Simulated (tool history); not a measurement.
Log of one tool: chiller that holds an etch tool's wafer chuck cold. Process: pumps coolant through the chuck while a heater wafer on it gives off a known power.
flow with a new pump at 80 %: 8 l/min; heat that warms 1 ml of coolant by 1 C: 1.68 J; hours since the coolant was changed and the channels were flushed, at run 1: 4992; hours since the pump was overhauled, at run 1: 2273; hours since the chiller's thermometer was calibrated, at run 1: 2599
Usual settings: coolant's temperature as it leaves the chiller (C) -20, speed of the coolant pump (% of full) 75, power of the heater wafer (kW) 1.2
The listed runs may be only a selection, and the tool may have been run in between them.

run,day,coolant's temperature as it leaves the chiller (C),speed of the coolant pump (% of full),power of the heater wafer (kW),hours since the coolant was changed and the channels were flushed,hours since the pump was overhauled,hours since the chiller's thermometer was calibrated,chuck's temperature once it has settled (C),how much warmer the coolant comes back (C)
1,0,-20,75,1.2,4992,2273,2599,-9.09,5.93
2,2.746,-20,75,1.2,5058,2339,2665,-9.14,6.01
3,5.471,-20,75,1.2,5123,2404,2731,-9.17,5.98
4,8.012,-20,75,1.2,5184,2465,2792,-9.21,6
5,10.988,-20,70,1.2,5256,2537,2863,-8.32,6.46
6,13.558,-20,70,1.787,5318,2598,2925,-2.58,9.62
7,15.088,-20,80,1.2,5354,2635,2961,-9.61,5.61
8,17.925,-20,75,1.024,5422,2703,3030,-10.56,5.11
9,20.425,-20,75,1.024,5482,2763,3089,-10.52,5.15
10,22.517,-20,75,1.024,5533,2813,3140,-10.42,5.14
11,23.971,-20,75,1.024,5567,2848,3175,-10.51,5.14
12,26.558,-20,75,1.2,5630,2910,3237,-8.75,6.03
13,29.912,-20,75,1.2,5710,2991,3317,-8.89,6.06
14,31.771,-20,75,1.2,5755,3036,3362,-8.92,6.08
15,33.438,-22,75,1.2,5795,3076,3402,-10.73,6.05
16,35.633,-22,75,1.2,5847,3128,3454,-10.69,6.1
17,39.029,-22,75,1.2,5929,3210,3536,-10.65,6.07
18,42.392,-22,75,1.2,6009,3290,3617,-10.79,6.04
# day 42.796: coolant changed, channels flushed
19,44.325,-22,75,1.2,37,3331,3657,-11.53,6.12

Run 20 is up next; what results do you expect?
20,46.933,-26,75,1.2,99,3393,3720,?,?

{"run 20": {"chuck's temperature once it has settled (C)": -15.56, "how much warmer the coolant comes back (C)": 6.07}}
Take away the tool's hidden state, keep the run-to-run variation as it was, and the same run would have given chuck's temperature once it has settled (C) -16.47, how much warmer the coolant comes back (C) 5.75.
